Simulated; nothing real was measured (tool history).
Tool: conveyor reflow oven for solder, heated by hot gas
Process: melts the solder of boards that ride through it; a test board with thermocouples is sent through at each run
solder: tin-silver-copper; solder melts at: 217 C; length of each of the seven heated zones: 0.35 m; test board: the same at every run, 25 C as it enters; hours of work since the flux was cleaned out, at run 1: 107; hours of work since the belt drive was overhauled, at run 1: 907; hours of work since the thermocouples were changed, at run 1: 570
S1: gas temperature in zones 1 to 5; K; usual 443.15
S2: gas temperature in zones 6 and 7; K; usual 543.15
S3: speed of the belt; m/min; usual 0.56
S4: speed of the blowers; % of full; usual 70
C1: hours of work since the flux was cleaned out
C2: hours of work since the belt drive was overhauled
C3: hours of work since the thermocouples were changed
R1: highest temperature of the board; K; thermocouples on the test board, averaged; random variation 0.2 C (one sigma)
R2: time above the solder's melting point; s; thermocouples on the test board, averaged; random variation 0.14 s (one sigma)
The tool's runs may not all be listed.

run,hour,S1,S2,S3,S4,C1,C2,C3,R1,R2
1,0,443.15,543.15,0.56,70,107,907,570,529.05,59.6
2,61.7,443.15,543.15,0.56,70,149,948,611,529.05,59.7
3,94.6,443.15,543.15,0.56,70,171,970,633,528.65,59.6
4,141,443.15,543.15,0.56,70,202,1001,664,528.65,59.4
5,182.7,443.15,543.15,0.56,70,230,1029,692,528.35,59.3
6,212.5,443.15,543.15,0.507,70,250,1049,712,531.55,67.9
7,253.2,443.15,543.15,0.507,70,277,1076,739,530.85,68.1
# hour 297.2: thermocouples of zones 6 and 7 changed
8,300.9,443.15,543.15,0.63,70,307,1107,3,525.15,49.7
9,356.1,443.15,543.15,0.63,70,344,1144,39,525.25,49.5
10,414.1,443.15,543.15,0.63,70,383,1183,78,524.85,49.1
# hour 458.8: flux residue cleaned out of gas plates and filters
11,465.7,443.15,543.15,0.56,70,5,1214,109,530.25,61.2
12,523.5,443.15,543.15,0.635,70,43,1252,148,526.75,50.8
# hour 537.4: belt drive overhauled, speed set with a stopwatch
13,589.1,443.15,543.15,0.495,70,85,35,189,532.15,69
14,643.4,452.15,543.15,0.503,61,121,71,226,531.65,70.1
15,672,443.15,531.15,0.56,84,140,90,245,519.95,52.7
16,701.1,443.15,533.15,0.469,84,160,110,264,525.25,69.3
17,748.2,447.15,533.15,0.555,65,191,141,296,519.65,53.3
18,791.4,451.15,549.15,0.451,58,220,170,325,538.15,82.6
19,828.4,443.15,550.15,0.452,70,245,195,350,540.35,80.8
20,878.6,455.15,556.15,0.517,88,278,228,383,545.95,76.5

Forecast run 21:
21,926.6,440.15,556.15,0.584,74,311,261,415,?,?

Run 21 gave R1 538.15 K, R2 59.6 s.
Without the tool's hidden state the same run would have given R1 540.85 K, R2 60.7 s.
